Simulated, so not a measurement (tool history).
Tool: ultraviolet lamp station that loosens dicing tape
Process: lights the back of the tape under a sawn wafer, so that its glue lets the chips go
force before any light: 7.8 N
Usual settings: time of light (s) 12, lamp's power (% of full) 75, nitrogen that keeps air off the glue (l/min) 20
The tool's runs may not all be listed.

run	hour	time of light (s)	lamp's power (% of full)	nitrogen that keeps air off the glue (l/min)	force that peels the tape off (N)	light that reached the tape (mJ/cm2)
1	0	12	75	20	1.169	314
2	57	21	75	20	0.359	521
3	113.7	21	75	20	0.395	506
4	179.3	21	75	20	0.154	749
5	225.4	12	75	20	0.624	415
6	289.5	12	75	11	0.966	390
7	317.1	12	92	20	0.477	470
8	343.5	12	92	20	0.475	458
9	389.2	12	92	34	0.393	451
10	422.8	12	92	34	0.403	440
11	477	12	75	20	0.878	353
12	541.7	18	75	20	0.386	506
13	570.8	18	75	20	0.412	502
14	627.7	12	75	9	0.887	440
15	667.5	12	75	9	0.874	431
16	728.5	7	97	12	1.392	313
17	789	19	63	37	0.227	554
18	831.9	6	64	20	2.738	171
19	880.8	6	64	20	2.814	167
20	937.3	6	64	20	2.839	162
21	976.3	10	64	20	1.523	261
22	1005.2	7	82	21	1.764	235
23	1067.3	13	73	32	0.653	369
24	1121	13	73	32	0.689	360
25	1174.2	13	73	32	0.746	352
26	1234.6	7	84	18	2.098	207
27	1270.8	10	75	20	1.516	262
28	1304.2	12	81	20	0.988	333
29	1353.3	21	83	23	0.25	577
30	1412.5	12	71	23	1.372	277

Taken out of this log: 3 entries between the listed runs. Where each belongs, and how the hidden state differs across it:
Between runs 3 and 4: lamp changed (hour 179.3)
  lamp's light, % of a new lamp's: 66.7 -> 99.6; light that the window lets through, % of a clean one's: 85.3 -> 84
  measured less the result without the state, force that peels the tape off (N): +0.281 -> +0.04; light that reached the tape (mJ/cm2): -381 -> -146
Between runs 5 and 6: window cleaned of glue's vapour (hour 264.2)
  lamp's light, % of a new lamp's: 98.3 -> 96.7; light that the window lets through, % of a clean one's: 83.2 -> 79.2
  measured less the result without the state, force that peels the tape off (N): +0.24 -> +0.426; light that reached the tape (mJ/cm2): -93 -> -120
Between runs 13 and 14: window cleaned of glue's vapour, once more (hour 612.3)
  lamp's light, % of a new lamp's: 89.2 -> 87.8; light that the window lets through, % of a clean one's: 73.7 -> 99.2
  measured less the result without the state, force that peels the tape off (N): +0.264 -> +0.229; light that reached the tape (mJ/cm2): -262 -> -65
